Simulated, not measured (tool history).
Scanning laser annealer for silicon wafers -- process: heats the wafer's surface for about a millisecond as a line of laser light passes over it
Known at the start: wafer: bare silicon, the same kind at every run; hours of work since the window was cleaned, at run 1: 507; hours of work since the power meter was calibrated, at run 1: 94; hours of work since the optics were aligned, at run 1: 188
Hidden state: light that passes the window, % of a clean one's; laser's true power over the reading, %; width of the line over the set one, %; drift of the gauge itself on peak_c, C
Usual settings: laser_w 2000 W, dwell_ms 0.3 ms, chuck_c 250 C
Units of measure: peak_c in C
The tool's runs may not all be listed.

run,hour,laser_w,dwell_ms,chuck_c,hours of work since the window was cleaned,hours of work since the power meter was calibrated,hours of work since the optics were aligned,peak_c
1,0,2000,0.3,250,507,94,188,969
2,5.9,1852,0.3,250,510,97,192,896
3,11,2000,0.3,250,513,100,195,964
4,18.4,2000,0.3,250,518,105,199,967
5,26.5,1821,0.3,250,523,110,204,884
6,33.7,1821,0.3,250,527,114,208,881
7,42.1,1725,0.3,284,532,119,213,873
# hour 45.5: laser's power meter calibrated
8,49.8,2156,0.322,234,535,3,216,1057
9,54.2,2084,0.3,265,537,5,219,1016
10,61.5,1980,0.3,266,542,10,223,969
11,66.3,2000,0.341,224,545,12,226,992
12,70.8,2000,0.308,224,547,15,229,947

What if the next run were any one of these 3? Each begins from the tool's condition after run 12:
A,78.9,1959,0.228,253,552,20,233,?
B,78.9,2000,0.308,232,552,20,233,?
C,78.9,2000,0.216,252,552,20,233,?

run,peak_c
A,842
B,958
C,843
Take away the tool's hidden state, keep each run's random variation, and the runs would have read:
run,peak_c
A,873
B,996
C,874
